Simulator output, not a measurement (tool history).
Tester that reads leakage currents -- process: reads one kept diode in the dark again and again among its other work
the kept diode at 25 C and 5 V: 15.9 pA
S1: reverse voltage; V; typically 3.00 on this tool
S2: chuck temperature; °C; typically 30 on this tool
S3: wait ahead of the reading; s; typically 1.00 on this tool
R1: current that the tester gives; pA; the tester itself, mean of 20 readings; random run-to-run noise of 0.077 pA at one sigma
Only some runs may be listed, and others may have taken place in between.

run 1 hour=0.0 | S1=3.00 S2=30 S3=1.00 | R1=19.50
run 2 hour=21.6 | S1=3.00 S2=30 S3=1.00 | R1=19.18
run 3 hour=38.4 | S1=3.00 S2=30 S3=1.00 | R1=19.07
run 4 hour=62.9 | S1=3.00 S2=30 S3=1.00 | R1=19.29
run 5 hour=83.5 | S1=3.00 S2=37 S3=1.00 | R1=34.88
run 6 hour=122.2 | S1=3.00 S2=50 S3=1.00 | R1=104.62
run 7 hour=140.2 | S1=3.00 S2=50 S3=1.00 | R1=104.27
run 8 hour=173.9 | S1=3.00 S2=50 S3=1.00 | R1=103.93
run 9 hour=207.8 | S1=3.00 S2=30 S3=1.00 | R1=19.10
run 10 hour=244.9 | S1=3.00 S2=30 S3=1.00 | R1=19.25
run 11 hour=264.7 | S1=3.00 S2=30 S3=1.00 | R1=19.00
run 12 hour=303.4 | S1=3.00 S2=30 S3=1.10 | R1=18.87
run 13 hour=330.1 | S1=3.00 S2=30 S3=1.10 | R1=18.85
run 14 hour=358.4 | S1=3.00 S2=30 S3=1.00 | R1=18.98
run 15 hour=385.1 | S1=3.00 S2=30 S3=1.00 | R1=18.99
run 16 hour=410.8 | S1=3.00 S2=30 S3=1.00 | R1=18.87
run 17 hour=445.7 | S1=3.00 S2=30 S3=1.00 | R1=18.77
run 18 hour=483.0 | S1=6.19 S2=30 S3=1.00 | R1=30.32
run 19 hour=514.2 | S1=6.19 S2=30 S3=1.00 | R1=30.46
run 20 hour=539.9 | S1=6.19 S2=30 S3=1.00 | R1=30.35
run 21 hour=577.3 | S1=6.19 S2=30 S3=0.34 | R1=31.98
run 22 hour=614.8 | S1=3.40 S2=59 S3=4.05 | R1=219.57

Run 23 is up next; what results do you expect?
run 23 hour=636.1 | S1=3.40 S2=44 S3=0.32 | R1=?

Run 23 yielded R1 65.71 pA.
Had the tool carried no hidden state, the very same run would have given R1 73.67 pA.
